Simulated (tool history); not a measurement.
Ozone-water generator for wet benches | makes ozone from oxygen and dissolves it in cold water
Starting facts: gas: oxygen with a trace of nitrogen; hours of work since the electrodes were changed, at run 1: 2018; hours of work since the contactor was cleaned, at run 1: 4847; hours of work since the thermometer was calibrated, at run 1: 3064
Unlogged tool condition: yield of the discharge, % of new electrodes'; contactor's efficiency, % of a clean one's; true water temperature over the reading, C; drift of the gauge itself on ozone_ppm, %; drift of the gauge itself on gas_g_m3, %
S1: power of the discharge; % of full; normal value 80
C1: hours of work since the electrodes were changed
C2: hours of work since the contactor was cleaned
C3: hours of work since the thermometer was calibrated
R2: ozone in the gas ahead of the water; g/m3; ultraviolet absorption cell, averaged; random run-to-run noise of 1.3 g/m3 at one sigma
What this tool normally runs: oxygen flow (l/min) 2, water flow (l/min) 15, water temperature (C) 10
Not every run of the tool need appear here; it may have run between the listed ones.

{"run": 1, "day": 0.0, "S1": 80, "oxygen flow (l/min)": 2, "water flow (l/min)": 15, "water temperature (C)": 10, "C1": 2018, "C2": 4847, "C3": 3064, "dissolved ozone (ppm)": 14.2, "R2": 249}
{"run": 2, "day": 4.338, "S1": 80, "oxygen flow (l/min)": 2, "water flow (l/min)": 15, "water temperature (C)": 10, "C1": 2081, "C2": 4910, "C3": 3127, "dissolved ozone (ppm)": 14.2, "R2": 249.1}
{"run": 3, "day": 7.0, "S1": 80, "oxygen flow (l/min)": 2, "water flow (l/min)": 15, "water temperature (C)": 10, "C1": 2120, "C2": 4949, "C3": 3166, "dissolved ozone (ppm)": 14.4, "R2": 248.3}
{"run": 4, "day": 13.033, "S1": 80, "oxygen flow (l/min)": 2, "water flow (l/min)": 15, "water temperature (C)": 12, "C1": 2208, "C2": 5037, "C3": 3254, "dissolved ozone (ppm)": 14, "R2": 248.8}
{"run": 5, "day": 16.746, "S1": 80, "oxygen flow (l/min)": 2, "water flow (l/min)": 15, "water temperature (C)": 12, "C1": 2263, "C2": 5091, "C3": 3308, "dissolved ozone (ppm)": 14.2, "R2": 249.4}
{"run": 6, "day": 21.988, "S1": 80, "oxygen flow (l/min)": 2, "water flow (l/min)": 15, "water temperature (C)": 12, "C1": 2339, "C2": 5168, "C3": 3385, "dissolved ozone (ppm)": 14.2, "R2": 246.8}
{"run": 7, "day": 25.012, "S1": 80, "oxygen flow (l/min)": 2, "water flow (l/min)": 15, "water temperature (C)": 10, "C1": 2383, "C2": 5212, "C3": 3429, "dissolved ozone (ppm)": 14.3, "R2": 251.4}
{"run": 8, "day": 30.133, "S1": 80, "oxygen flow (l/min)": 2, "water flow (l/min)": 15, "water temperature (C)": 10, "C1": 2458, "C2": 5287, "C3": 3504, "dissolved ozone (ppm)": 14.5, "R2": 249.2}
{"run": 9, "day": 33.217, "S1": 80, "oxygen flow (l/min)": 2, "water flow (l/min)": 18, "water temperature (C)": 10, "C1": 2503, "C2": 5332, "C3": 3549, "dissolved ozone (ppm)": 11.2, "R2": 249.6}
{"run": 10, "day": 38.462, "S1": 80, "oxygen flow (l/min)": 2, "water flow (l/min)": 18, "water temperature (C)": 10, "C1": 2580, "C2": 5408, "C3": 3626, "dissolved ozone (ppm)": 11.4, "R2": 245.9}
{"run": 11, "day": 43.05, "S1": 80, "oxygen flow (l/min)": 2, "water flow (l/min)": 11, "water temperature (C)": 10, "C1": 2647, "C2": 5475, "C3": 3693, "dissolved ozone (ppm)": 20.4, "R2": 249.7}
{"run": 12, "day": 49.033, "S1": 80, "oxygen flow (l/min)": 1.64, "water flow (l/min)": 11, "water temperature (C)": 10, "C1": 2734, "C2": 5563, "C3": 3780, "dissolved ozone (ppm)": 18.9, "R2": 265.1}
{"run": 13, "day": 54.912, "S1": 80, "oxygen flow (l/min)": 1.64, "water flow (l/min)": 11, "water temperature (C)": 10, "C1": 2820, "C2": 5649, "C3": 3866, "dissolved ozone (ppm)": 18.8, "R2": 267.3}
{"day": 55.408, "done": "water thermometer calibrated"}
{"run": 14, "day": 59.212, "S1": 88, "oxygen flow (l/min)": 1.64, "water flow (l/min)": 11, "water temperature (C)": 10, "C1": 2883, "C2": 5711, "C3": 56, "dissolved ozone (ppm)": 20.2, "R2": 282}
{"run": 15, "day": 63.3, "S1": 88, "oxygen flow (l/min)": 1.64, "water flow (l/min)": 11, "water temperature (C)": 10, "C1": 2942, "C2": 5771, "C3": 115, "dissolved ozone (ppm)": 20, "R2": 281.2}
{"run": 16, "day": 67.767, "S1": 80, "oxygen flow (l/min)": 1.24, "water flow (l/min)": 15, "water temperature (C)": 10, "C1": 3008, "C2": 5836, "C3": 180, "dissolved ozone (ppm)": 11.4, "R2": 290}
{"run": 17, "day": 71.829, "S1": 80, "oxygen flow (l/min)": 1.24, "water flow (l/min)": 15, "water temperature (C)": 10, "C1": 3067, "C2": 5896, "C3": 240, "dissolved ozone (ppm)": 11.6, "R2": 292.6}
{"run": 18, "day": 74.317, "S1": 80, "oxygen flow (l/min)": 1.24, "water flow (l/min)": 15, "water temperature (C)": 10, "C1": 3103, "C2": 5932, "C3": 276, "dissolved ozone (ppm)": 11.5, "R2": 288.4}
{"run": 19, "day": 80.067, "S1": 80, "oxygen flow (l/min)": 1.24, "water flow (l/min)": 15, "water temperature (C)": 10, "C1": 3187, "C2": 6016, "C3": 360, "dissolved ozone (ppm)": 11.5, "R2": 289.7}
{"run": 20, "day": 82.712, "S1": 77, "oxygen flow (l/min)": 2.47, "water flow (l/min)": 15, "water temperature (C)": 10, "C1": 3226, "C2": 6055, "C3": 399, "dissolved ozone (ppm)": 15.1, "R2": 225.1}
{"run": 21, "day": 88.175, "S1": 89, "oxygen flow (l/min)": 1.96, "water flow (l/min)": 11, "water temperature (C)": 10, "C1": 3306, "C2": 6134, "C3": 479, "dissolved ozone (ppm)": 21.7, "R2": 264.7}
{"run": 22, "day": 93.925, "S1": 89, "oxygen flow (l/min)": 2.26, "water flow (l/min)": 11, "water temperature (C)": 11, "C1": 3390, "C2": 6218, "C3": 563, "dissolved ozone (ppm)": 22.6, "R2": 254.4}
{"run": 23, "day": 97.471, "S1": 89, "oxygen flow (l/min)": 2.26, "water flow (l/min)": 11, "water temperature (C)": 11, "C1": 3441, "C2": 6270, "C3": 614, "dissolved ozone (ppm)": 22.4, "R2": 254.6}
{"run": 24, "day": 101.808, "S1": 89, "oxygen flow (l/min)": 2.26, "water flow (l/min)": 11, "water temperature (C)": 11, "C1": 3505, "C2": 6333, "C3": 678, "dissolved ozone (ppm)": 22.7, "R2": 252.8}
{"run": 25, "day": 107.858, "S1": 80, "oxygen flow (l/min)": 1.51, "water flow (l/min)": 20, "water temperature (C)": 10, "C1": 3593, "C2": 6422, "C3": 766, "dissolved ozone (ppm)": 8.7, "R2": 266.9}
{"run": 26, "day": 111.054, "S1": 80, "oxygen flow (l/min)": 1.51, "water flow (l/min)": 20, "water temperature (C)": 10, "C1": 3640, "C2": 6469, "C3": 813, "dissolved ozone (ppm)": 8.9, "R2": 271.5}
{"run": 27, "day": 113.892, "S1": 90, "oxygen flow (l/min)": 2.07, "water flow (l/min)": 15, "water temperature (C)": 10, "C1": 3681, "C2": 6510, "C3": 854, "dissolved ozone (ppm)": 15.5, "R2": 262.4}
{"run": 28, "day": 118.158, "S1": 90, "oxygen flow (l/min)": 2.07, "water flow (l/min)": 15, "water temperature (C)": 10, "C1": 3744, "C2": 6572, "C3": 917, "dissolved ozone (ppm)": 15.6, "R2": 261.8}
{"run": 29, "day": 123.242, "S1": 68, "oxygen flow (l/min)": 2.08, "water flow (l/min)": 10, "water temperature (C)": 13, "C1": 3818, "C2": 6647, "C3": 991, "dissolved ozone (ppm)": 19.7, "R2": 215.5}
{"run": 30, "day": 128.404, "S1": 76, "oxygen flow (l/min)": 3.08, "water flow (l/min)": 15, "water temperature (C)": 13, "C1": 3893, "C2": 6722, "C3": 1066, "dissolved ozone (ppm)": 15.5, "R2": 201.9}
{"run": 31, "day": 131.292, "S1": 76, "oxygen flow (l/min)": 1.41, "water flow (l/min)": 14, "water temperature (C)": 13, "C1": 3936, "C2": 6764, "C3": 1108, "dissolved ozone (ppm)": 12.7, "R2": 267.3}
{"run": 32, "day": 133.988, "S1": 76, "oxygen flow (l/min)": 1.41, "water flow (l/min)": 14, "water temperature (C)": 7, "C1": 3975, "C2": 6804, "C3": 1148, "dissolved ozone (ppm)": 13.2, "R2": 265.8}

Each row is a separate what-if for the run after 32, all from the same tool condition, not one after another. Results?
{"run": "A", "day": 138.754, "S1": 99, "oxygen flow (l/min)": 2.08, "water flow (l/min)": 17, "water temperature (C)": 10, "C1": 4045, "C2": 6873, "C3": 1217, "dissolved ozone (ppm)": "?", "R2": "?"}
{"run": "B", "day": 138.754, "S1": 76, "oxygen flow (l/min)": 1.92, "water flow (l/min)": 14, "water temperature (C)": 14, "C1": 4045, "C2": 6873, "C3": 1217, "dissolved ozone (ppm)": "?", "R2": "?"}
{"run": "C", "day": 138.754, "S1": 83, "oxygen flow (l/min)": 1.76, "water flow (l/min)": 15, "water temperature (C)": 14, "C1": 4045, "C2": 6873, "C3": 1217, "dissolved ozone (ppm)": "?", "R2": "?"}

run=A dissolved_ozone_(ppm)=14.1 R2=280.6
run=B dissolved_ozone_(ppm)=14.2 R2=238.9
run=C dissolved_ozone_(ppm)=13.5 R2=260.6
Without the tool's hidden state the same runs would have given:
run=A dissolved_ozone_(ppm)=14.2 R2=287.2
run=B dissolved_ozone_(ppm)=14.2 R2=244.5
run=C dissolved_ozone_(ppm)=13.5 R2=266.8
